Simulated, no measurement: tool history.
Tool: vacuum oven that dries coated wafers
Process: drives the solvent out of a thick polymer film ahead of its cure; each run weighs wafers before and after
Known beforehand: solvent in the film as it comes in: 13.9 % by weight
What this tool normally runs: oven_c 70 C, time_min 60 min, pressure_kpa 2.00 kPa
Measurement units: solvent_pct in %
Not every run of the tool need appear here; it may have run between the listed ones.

{"run": 1, "hour": 0.0, "oven_c": 70, "time_min": 60, "pressure_kpa": 2.0, "solvent_pct": 1.14}
{"run": 2, "hour": 58.0, "oven_c": 80, "time_min": 60, "pressure_kpa": 2.0, "solvent_pct": 0.28}
{"run": 3, "hour": 92.7, "oven_c": 80, "time_min": 60, "pressure_kpa": 2.0, "solvent_pct": 0.27}
{"run": 4, "hour": 140.7, "oven_c": 80, "time_min": 60, "pressure_kpa": 2.0, "solvent_pct": 0.29}
{"run": 5, "hour": 194.6, "oven_c": 70, "time_min": 60, "pressure_kpa": 2.0, "solvent_pct": 1.12}
{"run": 6, "hour": 246.3, "oven_c": 70, "time_min": 60, "pressure_kpa": 2.0, "solvent_pct": 1.1}
{"run": 7, "hour": 278.9, "oven_c": 70, "time_min": 60, "pressure_kpa": 2.0, "solvent_pct": 1.11}
{"run": 8, "hour": 338.2, "oven_c": 70, "time_min": 66, "pressure_kpa": 2.0, "solvent_pct": 0.94}
{"run": 9, "hour": 402.3, "oven_c": 70, "time_min": 52, "pressure_kpa": 2.0, "solvent_pct": 1.42}
{"run": 10, "hour": 432.2, "oven_c": 70, "time_min": 52, "pressure_kpa": 2.0, "solvent_pct": 1.44}
{"run": 11, "hour": 478.0, "oven_c": 70, "time_min": 52, "pressure_kpa": 6.52, "solvent_pct": 2.18}
{"run": 12, "hour": 522.3, "oven_c": 70, "time_min": 52, "pressure_kpa": 6.52, "solvent_pct": 2.17}
{"run": 13, "hour": 555.6, "oven_c": 70, "time_min": 52, "pressure_kpa": 6.52, "solvent_pct": 2.18}
{"run": 14, "hour": 585.4, "oven_c": 70, "time_min": 52, "pressure_kpa": 2.0, "solvent_pct": 1.41}
{"run": 15, "hour": 642.1, "oven_c": 70, "time_min": 52, "pressure_kpa": 2.0, "solvent_pct": 1.42}
{"run": 16, "hour": 712.3, "oven_c": 70, "time_min": 52, "pressure_kpa": 2.0, "solvent_pct": 1.4}
{"run": 17, "hour": 776.7, "oven_c": 67, "time_min": 52, "pressure_kpa": 2.0, "solvent_pct": 2.12}
{"run": 18, "hour": 839.7, "oven_c": 74, "time_min": 70, "pressure_kpa": 2.25, "solvent_pct": 0.5}
{"run": 19, "hour": 901.4, "oven_c": 74, "time_min": 70, "pressure_kpa": 2.25, "solvent_pct": 0.51}
{"run": 20, "hour": 946.7, "oven_c": 78, "time_min": 36, "pressure_kpa": 3.35, "solvent_pct": 0.96}
{"run": 21, "hour": 999.2, "oven_c": 78, "time_min": 36, "pressure_kpa": 3.35, "solvent_pct": 0.96}
{"run": 22, "hour": 1068.9, "oven_c": 78, "time_min": 36, "pressure_kpa": 3.35, "solvent_pct": 0.99}
{"run": 23, "hour": 1121.3, "oven_c": 78, "time_min": 36, "pressure_kpa": 3.35, "solvent_pct": 0.97}
{"run": 24, "hour": 1171.2, "oven_c": 78, "time_min": 44, "pressure_kpa": 1.98, "solvent_pct": 0.54}
{"run": 25, "hour": 1209.9, "oven_c": 78, "time_min": 44, "pressure_kpa": 1.98, "solvent_pct": 0.52}
{"run": 26, "hour": 1282.0, "oven_c": 70, "time_min": 40, "pressure_kpa": 2.44, "solvent_pct": 2.2}
{"run": 27, "hour": 1330.0, "oven_c": 70, "time_min": 40, "pressure_kpa": 2.44, "solvent_pct": 2.2}
{"run": 28, "hour": 1383.7, "oven_c": 70, "time_min": 40, "pressure_kpa": 2.44, "solvent_pct": 2.2}
{"run": 29, "hour": 1433.5, "oven_c": 70, "time_min": 52, "pressure_kpa": 2.44, "solvent_pct": 1.45}
{"run": 30, "hour": 1505.9, "oven_c": 79, "time_min": 38, "pressure_kpa": 3.19, "solvent_pct": 0.73}
{"run": 31, "hour": 1560.8, "oven_c": 79, "time_min": 38, "pressure_kpa": 3.19, "solvent_pct": 0.75}
{"run": 32, "hour": 1627.6, "oven_c": 62, "time_min": 47, "pressure_kpa": 2.0, "solvent_pct": 4.02}
{"run": 33, "hour": 1689.7, "oven_c": 56, "time_min": 31, "pressure_kpa": 2.03, "solvent_pct": 7.57}
{"run": 34, "hour": 1756.1, "oven_c": 79, "time_min": 34, "pressure_kpa": 2.0, "solvent_pct": 0.76}

Each row is a separate what-if for the run after 34, all from the same tool condition, not one after another. Results?
{"run": "A", "hour": 1817.5, "oven_c": 68, "time_min": 60, "pressure_kpa": 2.22, "solvent_pct": "?"}
{"run": "B", "hour": 1817.5, "oven_c": 70, "time_min": 92, "pressure_kpa": 2.0, "solvent_pct": "?"}
{"run": "C", "hour": 1817.5, "oven_c": 63, "time_min": 47, "pressure_kpa": 1.54, "solvent_pct": "?"}

run=A solvent_pct=1.47
run=B solvent_pct=0.57
run=C solvent_pct=3.56
Had the tool no hidden state, the same runs would have come out as:
run=A solvent_pct=1.49
run=B solvent_pct=0.53
run=C solvent_pct=3.63
